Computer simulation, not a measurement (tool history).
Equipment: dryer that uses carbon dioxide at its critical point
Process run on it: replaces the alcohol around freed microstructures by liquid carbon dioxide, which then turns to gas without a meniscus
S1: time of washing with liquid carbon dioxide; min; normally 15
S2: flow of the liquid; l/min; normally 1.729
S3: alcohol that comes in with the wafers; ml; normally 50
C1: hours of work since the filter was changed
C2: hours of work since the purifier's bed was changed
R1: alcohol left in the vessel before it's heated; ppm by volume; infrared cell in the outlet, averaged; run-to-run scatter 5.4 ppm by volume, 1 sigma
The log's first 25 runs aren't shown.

{"run": 26, "hour": 314.9, "S1": 20, "S2": 2.69, "S3": 91, "C1": 131, "C2": 235, "R1": 39}
{"run": 27, "hour": 329.1, "S1": 20, "S2": 2.69, "S3": 115, "C1": 136, "C2": 239, "R1": 27}
{"run": 28, "hour": 342.1, "S1": 18, "S2": 1.51, "S3": 50, "C1": 140, "C2": 243, "R1": 161}
{"run": 29, "hour": 357.4, "S1": 18, "S2": 1.51, "S3": 50, "C1": 145, "C2": 248, "R1": 166}
{"run": 30, "hour": 365.4, "S1": 13, "S2": 1.729, "S3": 62, "C1": 148, "C2": 251, "R1": 400}
{"run": 31, "hour": 375.2, "S1": 15, "S2": 1.729, "S3": 50, "C1": 151, "C2": 254, "R1": 199}
{"run": 32, "hour": 383.4, "S1": 18, "S2": 1.729, "S3": 73, "C1": 153, "C2": 257, "R1": 146}
{"run": 33, "hour": 390.9, "S1": 18, "S2": 1.729, "S3": 73, "C1": 156, "C2": 259, "R1": 136}
{"run": 34, "hour": 401.2, "S1": 22, "S2": 1.18, "S3": 28, "C1": 159, "C2": 262, "R1": 143}
{"run": 35, "hour": 411.7, "S1": 10, "S2": 1.45, "S3": 40, "C1": 163, "C2": 266, "R1": 946}

Consider 3 possible next runs. They are alternatives, not a sequence: every one starts from the tool as it was left by run 35. What does each give?
{"run": "A", "hour": 419.3, "S1": 22, "S2": 1.729, "S3": 50, "C1": 165, "C2": 268, "R1": "?"}
{"run": "B", "hour": 419.3, "S1": 11, "S2": 1.75, "S3": 50, "C1": 165, "C2": 268, "R1": "?"}
{"run": "C", "hour": 419.3, "S1": 18, "S2": 1.22, "S3": 51, "C1": 165, "C2": 268, "R1": "?"}

run=A R1=52
run=B R1=539
run=C R1=405
Without the tool's hidden state the same runs would have given:
run=A R1=17
run=B R1=407
run=C R1=294
